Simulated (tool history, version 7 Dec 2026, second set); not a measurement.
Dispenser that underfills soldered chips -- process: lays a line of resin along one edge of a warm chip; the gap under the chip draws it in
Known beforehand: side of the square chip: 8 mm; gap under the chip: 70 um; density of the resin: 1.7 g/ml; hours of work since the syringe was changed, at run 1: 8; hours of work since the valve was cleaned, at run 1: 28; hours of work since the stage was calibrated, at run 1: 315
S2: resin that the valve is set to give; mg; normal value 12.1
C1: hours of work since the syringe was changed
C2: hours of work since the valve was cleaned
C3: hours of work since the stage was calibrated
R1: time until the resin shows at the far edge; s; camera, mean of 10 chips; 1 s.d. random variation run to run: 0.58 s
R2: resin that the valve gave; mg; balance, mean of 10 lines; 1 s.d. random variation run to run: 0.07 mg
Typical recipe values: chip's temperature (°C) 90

run 1 hour=0 | chip's_temperature_(°C)=90 S2=12.1 | C1=8 C2=28 C3=315 | R1=105.5 R2=11.82
-- hour=6.1 new syringe of resin
run 2 hour=9.5 | chip's_temperature_(°C)=90 S2=11 | C1=2 C2=34 C3=321 | R1=66.1 R2=10.76
run 3 hour=16.9 | chip's_temperature_(°C)=90 S2=11 | C1=7 C2=38 C3=326 | R1=101.2 R2=10.78
-- hour=23.8 new syringe of resin
run 4 hour=31.4 | chip's_temperature_(°C)=90 S2=11.1 | C1=5 C2=48 C3=335 | R1=83 R2=10.76
-- hour=42.5 new syringe of resin
run 5 hour=47.7 | chip's_temperature_(°C)=90 S2=11.5 | C1=3 C2=58 C3=346 | R1=70.3 R2=11.03
run 6 hour=57.3 | chip's_temperature_(°C)=90 S2=11.5 | C1=10 C2=65 C3=352 | R1=123.3 R2=11.07
-- hour=61.2 new syringe of resin
run 7 hour=68.2 | chip's_temperature_(°C)=90 S2=11.5 | C1=5 C2=72 C3=359 | R1=81.5 R2=11.03
-- hour=79.1 new syringe of resin
-- hour=82.6 dispensing valve cleaned and set on the balance
run 8 hour=84.5 | chip's_temperature_(°C)=90 S2=11.5 | C1=3 C2=1 C3=369 | R1=71 R2=11.41
-- hour=99.1 new syringe of resin
run 9 hour=101.8 | chip's_temperature_(°C)=100 S2=12.1 | C1=2 C2=12 C3=380 | R1=44.3 R2=11.88
-- hour=117.1 new syringe of resin
run 10 hour=117.1 | chip's_temperature_(°C)=100 S2=15.2 | C1=0 C2=22 C3=390 | R1=36.8 R2=15.02
run 11 hour=133 | chip's_temperature_(°C)=100 S2=15.2 | C1=10 C2=33 C3=401 | R1=92.8 R2=14.86
-- hour=134.7 new syringe of resin
run 12 hour=147.5 | chip's_temperature_(°C)=94 S2=15.2 | C1=8 C2=42 C3=410 | R1=98 R2=14.58
-- hour=152.9 new syringe of resin
run 13 hour=155.4 | chip's_temperature_(°C)=94 S2=15.2 | C1=2 C2=47 C3=415 | R1=53.2 R2=14.84
-- hour=171.2 new syringe of resin
run 14 hour=172.2 | chip's_temperature_(°C)=86 S2=12.1 | C1=1 C2=58 C3=426 | R1=68.6 R2=11.64
run 15 hour=180.4 | chip's_temperature_(°C)=86 S2=12.1 | C1=6 C2=63 C3=431 | R1=108.8 R2=11.57
-- hour=189.5 new syringe of resin
run 16 hour=194.4 | chip's_temperature_(°C)=86 S2=12.1 | C1=3 C2=72 C3=440 | R1=87.3 R2=11.52
run 17 hour=202 | chip's_temperature_(°C)=86 S2=12.1 | C1=8 C2=77 C3=445 | R1=134.4 R2=11.41
-- hour=207.5 dispensing valve cleaned and set on the balance
-- hour=208.7 new syringe of resin
run 18 hour=215.5 | chip's_temperature_(°C)=76 S2=14.1 | C1=4 C2=5 C3=453 | R1=133.3 R2=14
-- hour=226.8 new syringe of resin
run 19 hour=228.6 | chip's_temperature_(°C)=76 S2=14.1 | C1=1 C2=13 C3=462 | R1=102 R2=13.84
run 20 hour=239.7 | chip's_temperature_(°C)=76 S2=14.1 | C1=8 C2=21 C3=469 | R1=198.5 R2=13.99
-- hour=245.5 new syringe of resin
run 21 hour=248 | chip's_temperature_(°C)=89 S2=13.7 | C1=2 C2=26 C3=474 | R1=65.5 R2=13.44
-- hour=263.3 new syringe of resin
run 22 hour=264.7 | chip's_temperature_(°C)=77 S2=11.6 | C1=1 C2=37 C3=485 | R1=99.5 R2=11.38
run 23 hour=276 | chip's_temperature_(°C)=77 S2=11.6 | C1=8 C2=44 C3=492 | R1=193.5 R2=11.24
-- hour=282.1 new syringe of resin
run 24 hour=289.4 | chip's_temperature_(°C)=88 S2=11.6 | C1=5 C2=53 C3=501 | R1=90.1 R2=11.2
-- hour=300.1 new syringe of resin
run 25 hour=303.2 | chip's_temperature_(°C)=77 S2=14.2 | C1=2 C2=62 C3=510 | R1=109.2 R2=13.68
run 26 hour=314.5 | chip's_temperature_(°C)=97 S2=14 | C1=9 C2=69 C3=517 | R1=98.4 R2=13.25

Estimate the outcome of run 27 from the log above:
-- hour=318.8 new syringe of resin
run 27 hour=322.2 | chip's_temperature_(°C)=89 S2=14 | C1=2 C2=74 C3=522 | R1=? R2=?

{"run 27": {"R1": 67.5, "R2": 13.39}}
With the hidden condition absent and the run-to-run variation left alone, this run would have shown R1 50.1 s, R2 14.05 mg.
